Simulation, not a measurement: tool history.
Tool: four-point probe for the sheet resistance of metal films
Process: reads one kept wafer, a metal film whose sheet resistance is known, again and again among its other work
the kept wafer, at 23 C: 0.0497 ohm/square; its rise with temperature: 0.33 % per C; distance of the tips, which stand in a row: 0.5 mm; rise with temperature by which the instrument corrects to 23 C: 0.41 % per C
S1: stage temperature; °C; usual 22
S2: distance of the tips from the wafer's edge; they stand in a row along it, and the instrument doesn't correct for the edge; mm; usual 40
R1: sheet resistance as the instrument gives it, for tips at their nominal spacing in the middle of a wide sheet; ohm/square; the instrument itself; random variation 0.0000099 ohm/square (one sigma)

Run 1, hour 0.0: usual settings. Result: R1 0.049574 ohm/square.
Run 2, hour 36.2: usual settings. Result: R1 0.049579 ohm/square.
Run 3, hour 78.2: usual settings but S1 19 °C. Result: R1 0.049705 ohm/square.
Run 4, hour 109.5: usual settings but S1 19 °C. Result: R1 0.049720 ohm/square.
Run 5, hour 132.4: usual settings but S1 19 °C. Result: R1 0.049707 ohm/square.
Run 6, hour 164.2: usual settings but S1 19 °C. Result: R1 0.049708 ohm/square.
Run 7, hour 188.6: usual settings but S1 19 °C. Result: R1 0.049699 ohm/square.
Run 8, hour 220.3: usual settings but S1 19 °C. Result: R1 0.049703 ohm/square.
Run 9, hour 260.5: usual settings but S1 19 °C. Result: R1 0.049703 ohm/square.
Run 10, hour 302.6: usual settings. Result: R1 0.049574 ohm/square.
Run 11, hour 351.8: usual settings but S2 51 mm. Result: R1 0.049551 ohm/square.
Run 12, hour 397.3: usual settings but S1 19 °C. Result: R1 0.049668 ohm/square.
Run 13, hour 444.9: usual settings. Result: R1 0.049553 ohm/square.
Run 14, hour 495.3: usual settings. Result: R1 0.049531 ohm/square.
Run 15, hour 542.9: usual settings but S1 27 °C. Result: R1 0.049352 ohm/square.
Run 16, hour 568.0: usual settings but S1 27 °C. Result: R1 0.049314 ohm/square.
Run 17, hour 620.9: usual settings but S1 20 °C. Result: R1 0.049623 ohm/square.
Run 18, hour 658.0: usual settings but S1 20 °C. Result: R1 0.049625 ohm/square.
Run 19, hour 696.4: usual settings but S1 20 °C. Result: R1 0.049622 ohm/square.
Run 20, hour 725.9: usual settings but S1 20 °C. Result: R1 0.049619 ohm/square.
Run 21, hour 754.0: usual settings but S1 20 °C. Result: R1 0.049626 ohm/square.
Run 22, hour 791.4: usual settings but S1 20 °C. Result: R1 0.049605 ohm/square.
Run 23, hour 817.4: usual settings but S1 20 °C. Result: R1 0.049598 ohm/square.
Run 24, hour 855.3: usual settings but S1 24 °C, S2 11 mm. Result: R1 0.049461 ohm/square.
Run 25, hour 891.1: usual settings but S1 27 °C, S2 7 mm. Result: R1 0.049429 ohm/square.
Run 26, hour 916.0: usual settings but S1 30 °C, S2 22 mm. Result: R1 0.049190 ohm/square.
Run 27, hour 967.1: usual settings but S1 20 °C, S2 6 mm. Result: R1 0.049763 ohm/square.
Run 28, hour 994.9: usual settings but S1 34 °C, S2 74 mm. Result: R1 0.049036 ohm/square.
Run 29, hour 1045.4: usual settings but S2 7 mm. Result: R1 0.049619 ohm/square.
Run 30, hour 1095.5: usual settings but S2 7 mm. Result: R1 0.049610 ohm/square.
Run 31, hour 1123.1: usual settings but S1 20 °C, S2 69 mm. Result: R1 0.049566 ohm/square.
Run 32, hour 1149.0: usual settings but S1 34 °C. Result: R1 0.049005 ohm/square.
Run 33, hour 1182.6: usual settings but S1 34 °C, S2 25 mm. Result: R1 0.049008 ohm/square.
Run 34, hour 1218.3: usual settings but S1 20 °C, S2 6 mm. Result: R1 0.049741 ohm/square.
Run 35, hour 1266.2: usual settings but S1 32 °C, S2 8 mm. Result: R1 0.049154 ohm/square.
Run 36, hour 1312.2: usual settings but S1 32 °C, S2 8 mm. Result: R1 0.049153 ohm/square.
Run 37, hour 1360.4: usual settings but S1 27 °C, S2 59 mm. Result: R1 0.049245 ohm/square.
Run 38, hour 1390.8: usual settings but S1 27 °C, S2 59 mm. Result: R1 0.049260 ohm/square.
Run 39, hour 1438.5: usual settings but S1 27 °C, S2 59 mm. Result: R1 0.049257 ohm/square.
Run 40, hour 1468.5: usual settings but S1 20 °C, S2 13 mm. Result: R1 0.049568 ohm/square.
Run 41, hour 1511.0: usual settings but S2 23 mm. Result: R1 0.049445 ohm/square.
Run 42, hour 1563.2: usual settings but S2 23 mm. Result: R1 0.049456 ohm/square.
Run 43, hour 1589.1: usual settings but S2 23 mm. Result: R1 0.049437 ohm/square.
Run 44, hour 1638.6: usual settings but S2 23 mm. Result: R1 0.049442 ohm/square.

The same runs without the tool's hidden state, with the same run-to-run variation:
The hidden state here: inner tips' distance over the nominal, %; tips' flats over new ones', %; wafer's true temperature over the reading, C; drift of the gauge itself on sheet_ohm, %.
run        R1
  1  0.049733
  2  0.049741
  3  0.049872
  4  0.049890
  5  0.049879
  6  0.049883
  7  0.049876
  8  0.049883
  9  0.049887
 10  0.049761
 11  0.049742
 12  0.049865
 13  0.049753
 14  0.049735
 15  0.049558
 16  0.049522
 17  0.049839
 18  0.049844
 19  0.049846
 20  0.049844
 21  0.049854
 22  0.049836
 23  0.049832
 24  0.049696
 25  0.049666
 26  0.049427
 27  0.050012
 28  0.049278
 29  0.049872
 30  0.049868
 31  0.049827
 32  0.049260
 33  0.049266
 34  0.050012
 35  0.049421
 36  0.049425
 37  0.049523
 38  0.049541
 39  0.049543
 40  0.049861
 41  0.049740
 42  0.049756
 43  0.049739
 44  0.049748
